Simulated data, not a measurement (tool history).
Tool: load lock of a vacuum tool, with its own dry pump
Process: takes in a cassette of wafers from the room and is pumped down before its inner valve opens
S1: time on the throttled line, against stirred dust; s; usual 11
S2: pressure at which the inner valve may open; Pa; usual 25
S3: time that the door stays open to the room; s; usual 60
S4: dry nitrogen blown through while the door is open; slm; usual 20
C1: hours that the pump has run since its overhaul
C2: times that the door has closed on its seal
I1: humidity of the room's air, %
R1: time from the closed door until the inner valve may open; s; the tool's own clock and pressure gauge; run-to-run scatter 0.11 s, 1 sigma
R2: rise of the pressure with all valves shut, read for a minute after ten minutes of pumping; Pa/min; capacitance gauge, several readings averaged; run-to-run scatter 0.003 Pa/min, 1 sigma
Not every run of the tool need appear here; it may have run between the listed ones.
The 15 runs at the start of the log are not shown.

run      day  S1  S2   S3  S4    C1     C2    I1    R1     R2
 16   57.438  11  25   60  20  1573  13924  43.9  21.5  0.084
 17   59.933  11  25   60  20  1633  14122    46  21.8  0.083
 18   63.196  11  25   60  20  1711  14381  43.6  21.8  0.093
 19   68.112  11  25   60  20  1829  14772    42  21.6  0.094
 20   72.662  11  24   61  20  1938  15133  42.5  21.9  0.092
 21   77.929  11  25   95  20  2065  15551  47.5  21.6  0.108
 22   83.538  18  25   35  10  2199  15997  48.8  26.8  0.092
 23   86.717  19  25   35  38  2276  16249  46.5  27.6  0.085
 24   91.667  19  25   35  38  2394  16642  44.6  27.5  0.086
 25   95.279  19  22  148   5  2481  16929  46.7  27.9  0.179
 26   99.712  11  27   60  20  2587  17281    42  21.5  0.093
 27  103.871  20  34  121  21  2687  17611  47.3    28  0.129
 28  106.417   7  25   60  20  2748  17813  42.9  19.1  0.102
 29  109.671  12  25   60  24  2826  18072  45.7  22.6  0.102
 30  114.942  12  25   60  24  2953  18490  42.3  22.7  0.099
 31  118.054  12  25   60  24  3028  18737    44  22.6  0.104
 32  122.804  12  25   60  24  3142  19115  43.2  22.7  0.103
 33  127.654  15  23   60  20  3258  19500  43.4    25  0.108
 34  132.788  15  23   60  20  3381  19907  42.9  24.9  0.112
 35  135.979  13  25   67  19  3458  20161  45.9  23.3  0.117
 36  139.512  13  25   92  19  3543  20441  46.1  23.6   0.13
 37  142.858  13  41   92  30  3623  20707  42.3  22.4  0.118
 38  147.571  13  41   92  30  3736  21081  43.9  22.5  0.124

Here are 3 independent what-if runs from the current tool condition. What would each one return?
  A  152.062  13  41  49  30  3844  21438  45.6   ?   ?
  B  152.062  11  30  60   7  3844  21438  41.6   ?   ?
  C  152.062  20  45  92  30  3844  21438  43.8   ?   ?

run    R1     R2
  A  22.7  0.108
  B  21.6  0.132
  C  27.3   0.12
The same runs, with their run-to-run variation unchanged, on a tool lacking any hidden condition would have given:
run    R1     R2
  A  22.3  0.029
  B  21.1  0.052
  C    27  0.042
